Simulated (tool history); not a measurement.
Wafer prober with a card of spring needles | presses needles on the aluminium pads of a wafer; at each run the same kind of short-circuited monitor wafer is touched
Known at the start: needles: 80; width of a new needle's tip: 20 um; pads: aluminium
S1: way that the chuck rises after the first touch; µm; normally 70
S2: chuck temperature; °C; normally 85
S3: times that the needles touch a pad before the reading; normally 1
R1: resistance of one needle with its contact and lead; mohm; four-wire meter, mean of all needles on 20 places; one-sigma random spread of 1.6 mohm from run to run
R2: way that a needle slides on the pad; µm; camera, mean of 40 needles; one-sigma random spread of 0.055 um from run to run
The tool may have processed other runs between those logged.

run,hour,S1,S2,S3,R1,R2
1,0.0,70,85,1,197,17.33
# hour 2.3: tips cleaned on abrasive film
# hour 13.8: tips cleaned on abrasive film
# hour 27.5: tips cleaned on abrasive film
# hour 41.8: tips cleaned on abrasive film
# hour 53.8: tips cleaned on abrasive film
2,53.8,60,85,1,170,14.75
# hour 68.0: tips cleaned on abrasive film
# hour 81.7: tips cleaned on abrasive film
# hour 93.2: tips cleaned on abrasive film
# hour 107.3: tips cleaned on abrasive film
3,109.5,70,85,1,174,17.23
# hour 120.4: tips cleaned on abrasive film
# hour 131.8: tips cleaned on abrasive film
4,134.2,70,29,1,169,17.13
# hour 145.1: tips cleaned on abrasive film
# hour 156.6: tips cleaned on abrasive film
5,161.4,70,29,3,160,17.08
# hour 170.0: tips cleaned on abrasive film
# hour 183.9: tips cleaned on abrasive film
# hour 197.3: tips cleaned on abrasive film
6,205.8,70,29,1,187,17.06
# hour 211.2: tips cleaned on abrasive film
# hour 224.7: tips cleaned on abrasive film
# hour 239.0: tips cleaned on abrasive film
# hour 252.8: tips cleaned on abrasive film
7,262.2,70,29,1,193,17.02
# hour 265.1: tips cleaned on abrasive film
# hour 278.9: tips cleaned on abrasive film
# hour 293.2: tips cleaned on abrasive film
# hour 306.8: tips cleaned on abrasive film
8,306.8,70,29,1,158,17.06
# hour 320.6: tips cleaned on abrasive film
# hour 334.6: tips cleaned on abrasive film
9,343.7,70,29,1,195,16.93
# hour 346.6: tips cleaned on abrasive film
# hour 360.9: tips cleaned on abrasive film
10,368.0,70,29,1,183,16.99
# hour 373.8: tips cleaned on abrasive film
# hour 385.2: tips cleaned on abrasive film
# hour 398.3: tips cleaned on abrasive film
11,408.8,70,29,1,203,16.95
# hour 411.7: tips cleaned on abrasive film
# hour 423.1: tips cleaned on abrasive film
# hour 436.5: tips cleaned on abrasive film
# hour 450.7: tips cleaned on abrasive film
# hour 462.4: tips cleaned on abrasive film
12,462.4,70,29,1,155,16.91
# hour 475.9: tips cleaned on abrasive film
# hour 490.1: tips cleaned on abrasive film
13,490.8,70,29,1,162,16.82

For run 14, what comes out?
# hour 502.2: tips cleaned on abrasive film
# hour 516.4: tips cleaned on abrasive film
# hour 528.8: tips cleaned on abrasive film
14,528.8,70,29,3,?,?

Run 14 yielded R1 153 mohm, R2 16.82 µm.
Take away the tool's hidden state, keep the run-to-run variation as it was, and the same run would have given R1 150 mohm, R2 17.37 µm.
